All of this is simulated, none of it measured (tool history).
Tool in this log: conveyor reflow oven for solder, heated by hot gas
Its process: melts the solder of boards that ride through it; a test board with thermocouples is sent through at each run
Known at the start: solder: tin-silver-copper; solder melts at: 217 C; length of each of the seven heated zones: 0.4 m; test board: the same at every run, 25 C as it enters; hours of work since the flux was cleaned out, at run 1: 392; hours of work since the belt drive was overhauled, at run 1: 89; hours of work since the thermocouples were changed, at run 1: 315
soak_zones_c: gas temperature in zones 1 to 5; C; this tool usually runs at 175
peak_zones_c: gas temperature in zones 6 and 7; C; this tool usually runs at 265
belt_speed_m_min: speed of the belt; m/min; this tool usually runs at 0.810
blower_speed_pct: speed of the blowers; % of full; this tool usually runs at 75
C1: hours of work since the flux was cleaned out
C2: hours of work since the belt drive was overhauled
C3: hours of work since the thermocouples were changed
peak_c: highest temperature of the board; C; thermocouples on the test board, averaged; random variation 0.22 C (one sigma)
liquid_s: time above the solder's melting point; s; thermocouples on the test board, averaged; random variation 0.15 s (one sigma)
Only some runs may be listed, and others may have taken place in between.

Run 1, hour 0.0: usual settings; C1 392; C2 89; C3 315. Result: peak_c 246.7 C, liquid_s 40.5 s.
Run 2, hour 12.1: usual settings; C1 399; C2 96; C3 321. Result: peak_c 246.9 C, liquid_s 40.7 s.
Run 3, hour 24.5: usual settings; C1 406; C2 103; C3 328. Result: peak_c 246.5 C, liquid_s 40.2 s.
Run 4, hour 41.6: usual settings; C1 415; C2 112; C3 338. Result: peak_c 246.4 C, liquid_s 40.3 s.
Run 5, hour 58.5: usual settings; C1 424; C2 122; C3 347. Result: peak_c 247.0 C, liquid_s 40.7 s.
Run 6, hour 76.7: usual settings but blower_speed_pct 55 % of full; C1 435; C2 132; C3 357. Result: peak_c 241.2 C, liquid_s 35.4 s.
At hour 90.7: flux residue cleaned out of gas plates and filters.
Run 7, hour 104.1: usual settings but blower_speed_pct 55 % of full; C1 7; C2 144; C3 369. Result: peak_c 244.0 C, liquid_s 38.1 s.
Run 8, hour 114.4: usual settings but belt_speed_m_min 0.774 m/min; C1 13; C2 150; C3 375. Result: peak_c 250.5 C, liquid_s 45.8 s.
Run 9, hour 139.2: usual settings but belt_speed_m_min 0.774 m/min; C1 27; C2 163; C3 389. Result: peak_c 250.5 C, liquid_s 45.6 s.
Run 10, hour 163.1: usual settings but belt_speed_m_min 0.774 m/min; C1 40; C2 177; C3 402. Result: peak_c 250.3 C, liquid_s 46.0 s.
Run 11, hour 174.9: usual settings but belt_speed_m_min 0.774 m/min; C1 47; C2 183; C3 408. Result: peak_c 250.3 C, liquid_s 45.9 s.
Run 12, hour 198.5: usual settings but belt_speed_m_min 0.774 m/min; C1 60; C2 196; C3 421. Result: peak_c 250.1 C, liquid_s 45.7 s.
Run 13, hour 209.1: usual settings but belt_speed_m_min 0.774 m/min; C1 65; C2 202; C3 427. Result: peak_c 249.8 C, liquid_s 45.6 s.
Run 14, hour 229.9: usual settings; C1 77; C2 214; C3 439. Result: peak_c 248.2 C, liquid_s 42.3 s.
Run 15, hour 253.0: usual settings; C1 90; C2 226; C3 452. Result: peak_c 248.2 C, liquid_s 42.1 s.
Run 16, hour 271.5: usual settings; C1 100; C2 237; C3 462. Result: peak_c 248.2 C, liquid_s 42.1 s.
Run 17, hour 285.6: usual settings but soak_zones_c 173 C, peak_zones_c 262 C, blower_speed_pct 57 % of full; C1 108; C2 244; C3 470. Result: peak_c 240.7 C, liquid_s 35.1 s.
Run 18, hour 303.7: usual settings but blower_speed_pct 76 % of full; C1 118; C2 254; C3 480. Result: peak_c 248.6 C, liquid_s 42.2 s.
Run 19, hour 319.3: usual settings but blower_speed_pct 76 % of full; C1 126; C2 263; C3 488. Result: peak_c 248.4 C, liquid_s 41.8 s.
Run 20, hour 338.4: usual settings but soak_zones_c 184 C, belt_speed_m_min 0.766 m/min, blower_speed_pct 70 % of full; C1 137; C2 274; C3 499. Result: peak_c 250.2 C, liquid_s 48.7 s.
Run 21, hour 360.0: usual settings but peak_zones_c 267 C, blower_speed_pct 69 % of full; C1 149; C2 285; C3 511. Result: peak_c 248.3 C, liquid_s 42.0 s.
Run 22, hour 381.9: usual settings but peak_zones_c 255 C, blower_speed_pct 50 % of full; C1 161; C2 298; C3 523. Result: peak_c 232.8 C, liquid_s 27.7 s.
Run 23, hour 400.9: usual settings but soak_zones_c 182 C, peak_zones_c 260 C, blower_speed_pct 61 % of full; C1 171; C2 308; C3 533. Result: peak_c 241.6 C, liquid_s 39.0 s.
Run 24, hour 415.1: usual settings but soak_zones_c 182 C, peak_zones_c 260 C, blower_speed_pct 61 % of full; C1 179; C2 316; C3 541. Result: peak_c 241.4 C, liquid_s 39.1 s.
Run 25, hour 436.7: usual settings but soak_zones_c 179 C; C1 191; C2 328; C3 553. Result: peak_c 248.4 C, liquid_s 43.2 s.
Run 26, hour 454.0: usual settings but soak_zones_c 173 C, peak_zones_c 277 C; C1 201; C2 337; C3 563. Result: peak_c 257.0 C, liquid_s 46.5 s.
Run 27, hour 469.5: usual settings but soak_zones_c 173 C, belt_speed_m_min 0.731 m/min; C1 209; C2 346; C3 571. Result: peak_c 249.6 C, liquid_s 47.9 s.
Run 28, hour 485.0: usual settings but soak_zones_c 183 C, peak_zones_c 262 C, belt_speed_m_min 0.731 m/min; C1 218; C2 355; C3 580. Result: peak_c 248.8 C, liquid_s 51.0 s.
Run 29, hour 505.1: usual settings but soak_zones_c 166 C, peak_zones_c 258 C, belt_speed_m_min 0.851 m/min; C1 229; C2 366; C3 591. Result: peak_c 237.6 C, liquid_s 29.8 s.
Run 30, hour 515.9: usual settings but belt_speed_m_min 0.758 m/min, blower_speed_pct 90 % of full; C1 235; C2 372; C3 597. Result: peak_c 251.7 C, liquid_s 48.1 s.
Run 31, hour 531.9: usual settings but belt_speed_m_min 0.758 m/min, blower_speed_pct 90 % of full; C1 244; C2 380; C3 606. Result: peak_c 251.3 C, liquid_s 47.9 s.

4 ways to go on from here, each from the tool as it stands after run 31. What would each give?
Run A, hour 546.9: usual settings but soak_zones_c 190 C, blower_speed_pct 52 % of full; C1 252; C2 389; C3 614. Result: peak_c ?, liquid_s ?.
Run B, hour 546.9: usual settings but peak_zones_c 258 C, belt_speed_m_min 0.758 m/min, blower_speed_pct 90 % of full; C1 252; C2 389; C3 614. Result: peak_c ?, liquid_s ?.
Run C, hour 546.9: usual settings but soak_zones_c 189 C; C1 252; C2 389; C3 614. Result: peak_c ?, liquid_s ?.
Run D, hour 546.9: usual settings but soak_zones_c 184 C, blower_speed_pct 89 % of full; C1 252; C2 389; C3 614. Result: peak_c ?, liquid_s ?.

run  peak_c  liquid_s
  A   245.1      43.0
  B   245.0      44.0
  C   249.5      47.7
  D   250.8      47.0
Stripped of hidden state, with their random variation kept, the same runs would have yielded:
run  peak_c  liquid_s
  A   247.7      45.1
  B   248.0      46.4
  C   252.3      49.4
  D   253.8      48.8
